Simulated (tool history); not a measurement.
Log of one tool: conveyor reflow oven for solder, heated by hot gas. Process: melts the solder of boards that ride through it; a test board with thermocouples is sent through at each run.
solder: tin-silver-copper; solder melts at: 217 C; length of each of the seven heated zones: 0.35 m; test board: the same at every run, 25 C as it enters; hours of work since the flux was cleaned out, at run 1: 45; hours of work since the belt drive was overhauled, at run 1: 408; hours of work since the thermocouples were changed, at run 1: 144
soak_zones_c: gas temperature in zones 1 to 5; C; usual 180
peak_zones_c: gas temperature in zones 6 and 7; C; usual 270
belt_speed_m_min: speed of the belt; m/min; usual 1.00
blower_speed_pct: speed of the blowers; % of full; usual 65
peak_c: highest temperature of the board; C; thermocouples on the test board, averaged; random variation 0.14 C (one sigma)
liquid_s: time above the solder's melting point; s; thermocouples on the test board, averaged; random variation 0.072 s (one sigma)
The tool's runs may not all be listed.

run	hour	soak_zones_c	peak_zones_c	belt_speed_m_min	blower_speed_pct	hours of work since the flux was cleaned out	hours of work since the belt drive was overhauled	hours of work since the thermocouples were changed	peak_c	liquid_s
1	0.0	180	270	1.00	65	45	408	144	248.7	30.74
2	14.1	180	270	1.00	65	54	417	154	248.9	30.77
3	27.7	180	270	1.00	65	63	426	163	248.5	30.59
4	33.7	180	270	1.00	65	67	430	167	248.6	30.55
5	41.8	169	270	1.00	65	73	435	172	245.9	26.95
6	47.9	169	270	1.00	65	77	439	176	246.1	26.94
7	54.4	169	270	1.00	72	81	444	180	248.2	28.57
8	67.5	169	270	1.00	72	90	452	189	248.0	28.22
9	77.8	169	270	1.00	72	97	459	196	248.2	28.46
10	89.0	180	270	1.00	65	104	467	203	248.2	30.42
11	100.2	180	270	1.00	65	111	474	211	247.8	30.40
12	107.9	180	262	1.07	65	117	479	216	239.3	23.43
13	118.9	178	284	0.92	53	124	486	223	257.8	36.76
14	126.7	178	265	0.92	64	129	492	228	246.1	31.85
# hour 132.8: flux residue cleaned out of gas plates and filters
15	138.6	169	279	0.81	90	4	496	233	266.4	44.42
16	145.2	169	279	0.81	90	8	500	237	266.3	44.41
17	151.2	169	279	0.81	90	12	505	241	266.4	44.42
18	158.1	181	270	1.00	51	17	509	246	242.3	26.60
19	171.1	185	267	1.06	86	25	518	254	249.2	30.82
20	184.0	167	270	1.04	65	34	526	263	242.6	23.46
# hour 201.5: flux residue cleaned out of gas plates and filters, once more
21	203.0	175	263	0.96	79	1	535	272	247.4	31.39

4 ways to go on from here, each from the tool as it stands after run 21. What would each give?
A	208.8	172	263	0.80	79	5	539	276	?	?
B	208.8	175	263	0.88	79	5	539	276	?	?
C	208.8	179	263	0.96	79	5	539	276	?	?
D	208.8	192	271	1.06	65	5	539	276	?	?

run	peak_c	liquid_s
A	251.7	40.42
B	249.9	35.90
C	247.9	32.64
D	250.5	32.64
Without the tool's hidden state the same runs would have given:
run	peak_c	liquid_s
A	252.4	40.06
B	250.6	35.60
C	248.6	32.38
D	251.1	32.29
